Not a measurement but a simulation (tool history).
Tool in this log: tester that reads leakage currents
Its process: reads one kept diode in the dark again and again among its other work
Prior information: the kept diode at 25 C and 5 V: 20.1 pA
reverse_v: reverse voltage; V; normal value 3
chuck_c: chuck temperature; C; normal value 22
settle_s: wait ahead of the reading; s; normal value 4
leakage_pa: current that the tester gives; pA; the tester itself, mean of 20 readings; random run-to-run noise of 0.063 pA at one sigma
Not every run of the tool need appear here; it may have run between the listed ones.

run 1 hour=0 | reverse_v=3 chuck_c=22 settle_s=4 | leakage_pa=12.52
run 2 hour=83.9 | reverse_v=3 chuck_c=22 settle_s=3.94 | leakage_pa=12.49
run 3 hour=164.9 | reverse_v=3 chuck_c=22 settle_s=3.94 | leakage_pa=12.45
run 4 hour=203 | reverse_v=3 chuck_c=22 settle_s=3.94 | leakage_pa=12.57
run 5 hour=274 | reverse_v=3 chuck_c=22 settle_s=4 | leakage_pa=12.46
run 6 hour=317 | reverse_v=3 chuck_c=22 settle_s=4 | leakage_pa=12.56
run 7 hour=387.5 | reverse_v=3 chuck_c=22 settle_s=4 | leakage_pa=12.61
run 8 hour=434.6 | reverse_v=3 chuck_c=22 settle_s=4 | leakage_pa=12.51
run 9 hour=486.7 | reverse_v=3 chuck_c=22 settle_s=4 | leakage_pa=12.49
run 10 hour=552.6 | reverse_v=3 chuck_c=22 settle_s=4 | leakage_pa=12.49
run 11 hour=589.9 | reverse_v=3 chuck_c=22 settle_s=4 | leakage_pa=12.45
run 12 hour=648.3 | reverse_v=3 chuck_c=35 settle_s=4 | leakage_pa=37.5
run 13 hour=683.4 | reverse_v=1.24 chuck_c=29 settle_s=4 | leakage_pa=15.1
run 14 hour=751.3 | reverse_v=1.24 chuck_c=29 settle_s=4 | leakage_pa=15.13
run 15 hour=801.4 | reverse_v=3 chuck_c=49 settle_s=1.33 | leakage_pa=111.79
run 16 hour=881.3 | reverse_v=1.07 chuck_c=22 settle_s=1.09 | leakage_pa=7.95
run 17 hour=943.8 | reverse_v=7.79 chuck_c=60 settle_s=4.29 | leakage_pa=383.7
run 18 hour=989.8 | reverse_v=7.79 chuck_c=60 settle_s=4.29 | leakage_pa=383.34
run 19 hour=1032 | reverse_v=7.56 chuck_c=57 settle_s=9.72 | leakage_pa=305.18
run 20 hour=1101.6 | reverse_v=3.23 chuck_c=36 settle_s=0.38 | leakage_pa=44.29
run 21 hour=1178.7 | reverse_v=1.34 chuck_c=36 settle_s=8.93 | leakage_pa=27.77

The log once held 1 entry between its listed runs, left out of this copy. Where does each go, and what is different about the tool's unlogged condition between the listed run before it and the listed run after it?
Run 5 -> run 6: chuck's temperature calibrated (hour 309.8)
  true chuck temperature over the reading, C: -0.01 -> 0
  the result without the hidden state subtracted from the measured one, leakage_pa: -0.01 -> +0 pA

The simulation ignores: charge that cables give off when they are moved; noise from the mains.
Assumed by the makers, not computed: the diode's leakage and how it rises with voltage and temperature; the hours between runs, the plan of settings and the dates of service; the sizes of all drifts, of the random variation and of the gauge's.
